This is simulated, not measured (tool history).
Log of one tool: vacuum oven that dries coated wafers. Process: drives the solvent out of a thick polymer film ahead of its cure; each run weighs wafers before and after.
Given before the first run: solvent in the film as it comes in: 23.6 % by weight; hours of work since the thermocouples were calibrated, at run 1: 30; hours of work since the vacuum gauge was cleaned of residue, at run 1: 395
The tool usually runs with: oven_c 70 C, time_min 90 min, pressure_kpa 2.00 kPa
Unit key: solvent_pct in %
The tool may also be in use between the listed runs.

run	hour	oven_c	time_min	pressure_kpa	hours of work since the thermocouples were calibrated	hours of work since the vacuum gauge was cleaned of residue	solvent_pct
1	0.0	70	90	2.00	30	395	2.05
2	16.7	70	90	2.00	38	404	2.16
3	37.0	70	90	1.74	49	415	2.05
4	55.5	70	90	1.74	59	424	1.95
5	67.0	70	90	1.74	65	431	1.99
6	83.2	70	90	1.74	73	439	1.84
7	106.7	70	90	1.74	86	451	1.94
8	127.4	70	46	2.00	97	462	5.06
9	150.0	70	90	1.32	108	474	1.59
10	172.2	70	90	1.32	120	486	1.74
11	190.5	70	90	1.32	130	495	1.74
12	202.8	70	90	3.00	136	502	2.58
13	220.9	70	90	3.00	146	511	2.60
14	243.6	70	90	3.00	158	523	2.62
15	269.5	70	90	3.00	171	537	2.51
16	290.6	82	90	2.00	182	548	0.77
17	306.1	82	90	2.00	190	556	0.75
18	328.2	72	90	2.00	202	568	1.57
19	354.4	72	90	2.00	216	582	1.61
20	373.5	72	90	2.00	226	592	1.63
21	394.2	70	90	1.75	237	603	1.87
22	412.5	70	90	1.75	246	612	1.94
23	435.8	70	90	1.75	259	624	1.89
24	457.6	69	90	1.75	270	636	2.08
25	470.6	82	76	2.00	277	643	0.77
26	493.0	72	115	2.77	289	654	1.65
27	513.1	70	97	3.65	299	665	2.65
28	531.4	70	90	4.85	309	675	3.42
29	552.0	62	90	4.85	320	685	6.60
30	573.9	70	70	2.00	331	697	2.79
31	597.9	60	92	2.55	344	710	5.80
32	610.4	60	92	2.55	350	716	5.83
33	629.3	60	92	2.55	360	726	5.85
34	652.2	80	90	1.51	372	738	0.67
35	678.7	70	60	4.95	386	752	4.86
36	693.3	70	60	4.95	394	760	4.94
37	717.4	70	90	2.97	407	772	2.35
38	732.0	70	90	2.97	414	780	2.45

What will run 39 give?
39	758.1	82	72	2.97	428	794	?

Run 39 yielded solvent_pct 1.06 %.
On a tool with no hidden condition, and with the same random variation, this run would have come out at solvent_pct 1.07 %.

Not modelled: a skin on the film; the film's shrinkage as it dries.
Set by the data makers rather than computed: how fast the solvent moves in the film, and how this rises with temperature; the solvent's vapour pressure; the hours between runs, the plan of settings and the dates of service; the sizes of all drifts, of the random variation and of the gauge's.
